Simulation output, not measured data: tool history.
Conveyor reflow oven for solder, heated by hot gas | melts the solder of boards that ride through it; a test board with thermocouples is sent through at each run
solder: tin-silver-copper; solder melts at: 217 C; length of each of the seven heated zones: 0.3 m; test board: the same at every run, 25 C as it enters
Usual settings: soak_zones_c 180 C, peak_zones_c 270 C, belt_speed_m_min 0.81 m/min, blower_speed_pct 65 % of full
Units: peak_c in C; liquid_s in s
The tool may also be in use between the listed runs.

run     day  soak_zones_c  peak_zones_c  belt_speed_m_min  blower_speed_pct  peak_c  liquid_s
  1       0           180           270              0.81                65   251.3      33.5
  2   0.908           180           270              0.81                65   250.8      33.1
  3   1.433           180           270              0.81                65     251        33
  4   1.812           180           270              0.81                65   250.6      33.7
  5   2.642           180           270              0.81                65   250.6      33.5
  6   3.079           180           270              0.81                53   247.9      31.4
  7   3.946           180           270              0.81                53   247.9      31.1
  8   4.838           180           270              0.81                53   248.1      31.4
  9   5.617           180           270              0.81                65     251        33
 10   6.079           180           270              0.81                65   251.1      32.8
 11   7.008           180           270              0.81                65   250.7      33.1
      7.504  -- thermocouples of zones 6 and 7 changed
 12   7.925           180           270              0.81                65   250.4      33.2
 13     8.7           180           270              0.81                65   251.1      33.4
 14   9.283           180           270              0.81                65   250.8        33
 15   9.842           180           270              0.81                65   250.9      33.1
 16  10.671           180           270              0.81                65   250.8      33.4
 17  11.533           179           279              0.81                65   258.2      36.2
 18  11.921           189           267              0.81                65   249.9      35.3
 19  12.829           180           282              0.81                53   257.6      35.7
 20  13.438           180           282              0.81                53   257.4      35.4
 21  14.158           180           285             0.807                65   263.5      38.1
 22  14.554           180           270             0.736                68   254.6      38.9
 23  15.242           180           270             0.834                65   250.2      31.6
 24  15.654           180           270             0.882                65   247.8      28.8
 25  16.371           180           277             0.693                65   262.2      44.2
 26  17.029           172           265              0.81                89   249.7      31.5
 27  17.479           176           277             0.893                59   250.3      28.2
 28  18.371           176           277             0.893                59   250.2      28.1
 29  19.062           180           268             0.852                65   247.5      29.7
 30  19.804           180           268             0.852                65   247.1        30
     20.204  -- flux residue cleaned out of gas plates and filters
 31  20.875           180           268             0.852                65   247.4      29.7
 32   21.35           180           268             0.852                51   243.6      26.8

Forecast each of these 3 alternatives for the next run:
  A  21.804           172           270              0.81                60       ?         ?
  B  21.804           180           274              0.81                86       ?         ?
  C  21.804           176           270             0.677                72       ?         ?

run  peak_c  liquid_s
  A     248        30
  B   257.8      36.9
  C     257      42.9
Without the tool's hidden state the same runs would have given:
run  peak_c  liquid_s
  A     248        30
  B   257.8      36.9
  C     257      42.8
